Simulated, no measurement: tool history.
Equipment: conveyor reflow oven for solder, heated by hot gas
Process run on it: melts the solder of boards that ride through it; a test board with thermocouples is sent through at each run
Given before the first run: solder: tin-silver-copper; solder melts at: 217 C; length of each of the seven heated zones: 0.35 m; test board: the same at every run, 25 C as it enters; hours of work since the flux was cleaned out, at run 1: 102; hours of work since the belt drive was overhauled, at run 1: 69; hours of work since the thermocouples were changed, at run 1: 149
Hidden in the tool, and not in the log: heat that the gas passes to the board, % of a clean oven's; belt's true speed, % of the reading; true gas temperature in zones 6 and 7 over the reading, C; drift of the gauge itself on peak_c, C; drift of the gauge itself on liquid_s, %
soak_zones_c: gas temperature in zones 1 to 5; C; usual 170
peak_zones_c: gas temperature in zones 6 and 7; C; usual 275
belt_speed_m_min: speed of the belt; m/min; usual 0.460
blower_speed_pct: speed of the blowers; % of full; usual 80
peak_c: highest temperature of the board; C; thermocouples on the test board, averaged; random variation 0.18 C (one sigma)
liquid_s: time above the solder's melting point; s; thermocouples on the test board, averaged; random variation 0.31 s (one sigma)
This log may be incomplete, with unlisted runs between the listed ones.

run,hour,soak_zones_c,peak_zones_c,belt_speed_m_min,blower_speed_pct,hours of work since the flux was cleaned out,hours of work since the belt drive was overhauled,hours of work since the thermocouples were changed,peak_c,liquid_s
1,0.0,170,275,0.460,80,102,69,149,262.9,75.6
2,28.7,170,275,0.460,80,121,88,168,262.6,75.5
3,58.2,170,275,0.460,80,141,108,188,262.4,75.9
4,79.3,170,275,0.460,80,155,122,202,262.2,74.9
# hour 89.9: flux residue cleaned out of gas plates and filters
5,121.5,170,275,0.460,80,21,147,227,263.4,76.8
6,140.7,170,289,0.460,80,34,160,239,276.6,83.7
7,177.5,170,289,0.460,80,58,184,264,276.5,83.7
8,214.4,170,289,0.460,80,83,209,289,276.4,83.8
9,251.9,170,289,0.460,80,108,234,314,276.3,83.0
10,284.7,170,289,0.460,80,130,256,335,276.0,84.0
# hour 332.1: flux residue cleaned out of gas plates and filters
11,332.1,170,283,0.460,80,0,284,364,271.7,81.2
12,361.5,170,275,0.460,80,20,304,383,263.7,77.3
13,390.3,170,275,0.460,80,39,323,403,263.8,77.5
14,408.1,170,275,0.460,80,51,335,414,263.8,77.3
15,450.4,170,275,0.460,80,79,363,443,263.6,77.0
16,473.7,170,275,0.405,52,94,379,458,262.3,86.3
17,491.7,170,275,0.460,73,107,391,470,262.0,76.0
18,533.3,170,275,0.460,73,134,418,498,262.1,76.0
19,555.0,165,275,0.467,73,149,433,513,261.3,72.2
# hour 574.6: flux residue cleaned out of gas plates and filters
20,596.6,175,275,0.460,75,15,457,537,264.3,80.1
# hour 604.4: belt drive overhauled, speed set with a stopwatch
21,629.2,175,275,0.526,59,34,17,556,257.4,64.2
# hour 667.9: belt drive overhauled, speed set with a stopwatch, once more
22,675.6,175,275,0.526,59,62,5,584,256.4,62.6
23,709.6,175,275,0.526,59,85,28,607,256.3,62.7
24,735.8,159,275,0.460,51,102,45,625,256.1,66.0
25,772.4,170,275,0.531,80,127,70,649,259.1,62.8
26,800.4,157,268,0.545,51,145,88,668,242.0,41.2
# hour 826.0: flux residue cleaned out of gas plates and filters
27,835.6,157,268,0.545,51,6,109,688,243.7,43.5
28,865.1,155,283,0.392,51,26,128,708,269.3,88.4
29,883.4,158,288,0.442,67,38,141,720,274.2,82.0

Results for each run, recomputed without the tool's hidden state and with each run's random variation untouched:
run,peak_c,liquid_s
1,263.9,76.3
2,263.8,76.3
3,263.7,76.7
4,263.7,75.9
5,263.5,76.6
6,276.8,83.4
7,276.9,83.5
8,277.0,83.6
9,277.0,82.9
10,276.9,83.9
11,271.3,80.4
12,263.5,76.6
13,263.7,76.8
14,263.8,76.7
15,263.8,76.5
16,262.4,85.6
17,262.4,75.6
18,262.7,75.6
19,262.0,72.1
20,263.8,78.7
21,256.6,62.4
22,256.5,62.7
23,256.6,63.0
24,256.4,66.3
25,259.8,63.3
26,242.9,42.3
27,242.9,42.6
28,268.6,87.6
29,273.7,81.3

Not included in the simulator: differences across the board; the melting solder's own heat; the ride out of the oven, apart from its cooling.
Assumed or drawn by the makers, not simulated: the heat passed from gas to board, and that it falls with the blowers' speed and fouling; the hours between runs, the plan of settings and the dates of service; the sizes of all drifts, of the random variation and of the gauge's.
